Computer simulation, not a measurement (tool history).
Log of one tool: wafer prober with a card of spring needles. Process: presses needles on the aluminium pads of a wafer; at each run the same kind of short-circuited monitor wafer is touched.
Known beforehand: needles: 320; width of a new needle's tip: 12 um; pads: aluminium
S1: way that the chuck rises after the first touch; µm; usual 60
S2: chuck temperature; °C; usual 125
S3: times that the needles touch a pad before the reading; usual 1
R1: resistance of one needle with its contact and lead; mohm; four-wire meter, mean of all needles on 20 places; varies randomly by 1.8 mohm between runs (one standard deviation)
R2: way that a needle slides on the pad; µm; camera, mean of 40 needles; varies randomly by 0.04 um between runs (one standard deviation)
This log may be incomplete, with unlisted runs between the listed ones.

Run 1, hour 0: usual settings. Result: R1 192 mohm, R2 13.96 µm.
At hour 3: tips cleaned on abrasive film.
At hour 6.6: tips cleaned on abrasive film.
At hour 10.3: tips cleaned on abrasive film.
At hour 13.2: tips cleaned on abrasive film.
At hour 16.9: tips cleaned on abrasive film.
At hour 20.6: tips cleaned on abrasive film.
At hour 24.2: tips cleaned on abrasive film.
At hour 27.9: tips cleaned on abrasive film.
At hour 30.9: tips cleaned on abrasive film.
Run 2, hour 30.9: usual settings but S2 33 °C. Result: R1 171 mohm, R2 13.87 µm.
At hour 34.5: tips cleaned on abrasive film.
At hour 38.2: tips cleaned on abrasive film.
At hour 41.8: tips cleaned on abrasive film.
At hour 44.8: tips cleaned on abrasive film.
At hour 48.5: tips cleaned on abrasive film.
At hour 51.4: tips cleaned on abrasive film.
At hour 55.1: tips cleaned on abrasive film.
At hour 58.7: tips cleaned on abrasive film.
At hour 61.7: tips cleaned on abrasive film.
Run 3, hour 62.6: usual settings. Result: R1 199 mohm, R2 13.77 µm.
At hour 64.9: tips cleaned on abrasive film.
At hour 67.8: tips cleaned on abrasive film.
At hour 71.5: tips cleaned on abrasive film.
At hour 75.1: tips cleaned on abrasive film.
At hour 78.8: tips cleaned on abrasive film.
At hour 82.3: tips cleaned on abrasive film.
Run 4, hour 82.3: usual settings. Result: R1 188 mohm, R2 13.74 µm.
At hour 86: tips cleaned on abrasive film.
At hour 88.9: tips cleaned on abrasive film.
At hour 92.6: tips cleaned on abrasive film.
At hour 96.2: tips cleaned on abrasive film.
At hour 99.9: tips cleaned on abrasive film.
At hour 103.6: tips cleaned on abrasive film.
At hour 107.2: tips cleaned on abrasive film.
At hour 110.9: tips cleaned on abrasive film.
At hour 113.8: tips cleaned on abrasive film.
Run 5, hour 114: usual settings. Result: R1 188 mohm, R2 13.61 µm.
At hour 116.9: tips cleaned on abrasive film.
At hour 120.6: tips cleaned on abrasive film.
At hour 124.2: tips cleaned on abrasive film.
At hour 127.9: tips cleaned on abrasive film.
At hour 131.6: tips cleaned on abrasive film.
At hour 135.2: tips cleaned on abrasive film.
At hour 138.9: tips cleaned on abrasive film.
At hour 141.8: tips cleaned on abrasive film.
Run 6, hour 141.9: usual settings. Result: R1 190 mohm, R2 13.49 µm.
At hour 144.9: tips cleaned on abrasive film.
At hour 148.6: tips cleaned on abrasive film.
At hour 152.2: tips cleaned on abrasive film.
At hour 155.9: tips cleaned on abrasive film.
At hour 159.5: tips cleaned on abrasive film.
At hour 163.2: tips cleaned on abrasive film.
At hour 166.9: tips cleaned on abrasive film.
At hour 169.8: tips cleaned on abrasive film.
Run 7, hour 171.2: usual settings. Result: R1 202 mohm, R2 13.49 µm.
At hour 173.5: tips cleaned on abrasive film.
At hour 173.8: height of the first contact set anew.
At hour 177.4: tips cleaned on abrasive film.
At hour 181.1: tips cleaned on abrasive film.
At hour 184.8: tips cleaned on abrasive film.
At hour 188.4: tips cleaned on abrasive film.
At hour 192.1: tips cleaned on abrasive film.
At hour 195.1: tips cleaned on abrasive film.
Run 8, hour 195.1: usual settings but S1 66 µm, S2 76 °C. Result: R1 174 mohm, R2 15.49 µm.
At hour 198.7: tips cleaned on abrasive film.
At hour 202.4: tips cleaned on abrasive film.
At hour 205.3: tips cleaned on abrasive film.
At hour 209: tips cleaned on abrasive film.
At hour 212.6: tips cleaned on abrasive film.
Run 9, hour 213.6: usual settings but S1 66 µm, S2 76 °C. Result: R1 183 mohm, R2 15.37 µm.
At hour 215.8: tips cleaned on abrasive film.
At hour 219.5: tips cleaned on abrasive film.
At hour 223.2: tips cleaned on abrasive film.
At hour 226.8: tips cleaned on abrasive film.
At hour 230.5: tips cleaned on abrasive film.
At hour 234.1: tips cleaned on abrasive film.
At hour 237.8: tips cleaned on abrasive film.
At hour 241.5: tips cleaned on abrasive film.
At hour 245.1: tips cleaned on abrasive film.
Run 10, hour 247: usual settings but S1 58 µm, S2 101 °C. Result: R1 201 mohm, R2 13.4 µm.
At hour 248.5: tips cleaned on abrasive film.
At hour 252.2: tips cleaned on abrasive film.
At hour 255.9: tips cleaned on abrasive film.
At hour 259.5: tips cleaned on abrasive film.
At hour 263.2: tips cleaned on abrasive film.
At hour 266.9: tips cleaned on abrasive film.
At hour 270.5: tips cleaned on abrasive film.
At hour 274.2: tips cleaned on abrasive film.
At hour 277.5: tips cleaned on abrasive film.
Run 11, hour 277.5: usual settings but S1 62 µm, S2 101 °C, S3 2. Result: R1 183 mohm, R2 14.25 µm.
At hour 281.2: tips cleaned on abrasive film.
At hour 284.8: tips cleaned on abrasive film.
At hour 288.5: tips cleaned on abrasive film.
At hour 292.2: tips cleaned on abrasive film.
At hour 295.8: tips cleaned on abrasive film.
Run 12, hour 297.5: usual settings but S1 61 µm. Result: R1 207 mohm, R2 13.94 µm.

Alternative continuations, all from the tool just after run 12; predict every row:
At hour 299: tips cleaned on abrasive film.
At hour 302.7: tips cleaned on abrasive film.
At hour 305.6: tips cleaned on abrasive film.
At hour 309.3: tips cleaned on abrasive film.
At hour 313: tips cleaned on abrasive film.
At hour 315.9: tips cleaned on abrasive film.
At hour 319.6: tips cleaned on abrasive film.
At hour 323.2: tips cleaned on abrasive film.
At hour 326.9: tips cleaned on abrasive film.
At hour 330.4: tips cleaned on abrasive film.
Run A, hour 330.4: usual settings but S1 44 µm, S2 38 °C, S3 3. Result: R1 ?, R2 ?.
At hour 299: tips cleaned on abrasive film.
At hour 302.7: tips cleaned on abrasive film.
At hour 305.6: tips cleaned on abrasive film.
At hour 309.3: tips cleaned on abrasive film.
At hour 313: tips cleaned on abrasive film.
At hour 315.9: tips cleaned on abrasive film.
At hour 319.6: tips cleaned on abrasive film.
At hour 323.2: tips cleaned on abrasive film.
At hour 326.9: tips cleaned on abrasive film.
At hour 330.4: tips cleaned on abrasive film.
Run B, hour 330.4: usual settings but S2 123 °C. Result: R1 ?, R2 ?.
At hour 299: tips cleaned on abrasive film.
At hour 302.7: tips cleaned on abrasive film.
At hour 305.6: tips cleaned on abrasive film.
At hour 309.3: tips cleaned on abrasive film.
At hour 313: tips cleaned on abrasive film.
At hour 315.9: tips cleaned on abrasive film.
At hour 319.6: tips cleaned on abrasive film.
At hour 323.2: tips cleaned on abrasive film.
At hour 326.9: tips cleaned on abrasive film.
At hour 330.4: tips cleaned on abrasive film.
Run C, hour 330.4: usual settings but S1 61 µm, S2 114 °C. Result: R1 ?, R2 ?.
At hour 299: tips cleaned on abrasive film.
At hour 302.7: tips cleaned on abrasive film.
At hour 305.6: tips cleaned on abrasive film.
At hour 309.3: tips cleaned on abrasive film.
At hour 313: tips cleaned on abrasive film.
At hour 315.9: tips cleaned on abrasive film.
At hour 319.6: tips cleaned on abrasive film.
At hour 323.2: tips cleaned on abrasive film.
At hour 326.9: tips cleaned on abrasive film.
At hour 330.4: tips cleaned on abrasive film.
Run D, hour 330.4: usual settings but S3 3. Result: R1 ?, R2 ?.

run   R1     R2
  A  183   9.78
  B  190  13.63
  C  191   13.8
  D  193   13.6
With the hidden condition removed and each run's random variation left untouched, the same runs would have given:
run   R1     R2
  A  172  10.28
  B  180  14.14
  C  181  14.31
  D  184  14.11

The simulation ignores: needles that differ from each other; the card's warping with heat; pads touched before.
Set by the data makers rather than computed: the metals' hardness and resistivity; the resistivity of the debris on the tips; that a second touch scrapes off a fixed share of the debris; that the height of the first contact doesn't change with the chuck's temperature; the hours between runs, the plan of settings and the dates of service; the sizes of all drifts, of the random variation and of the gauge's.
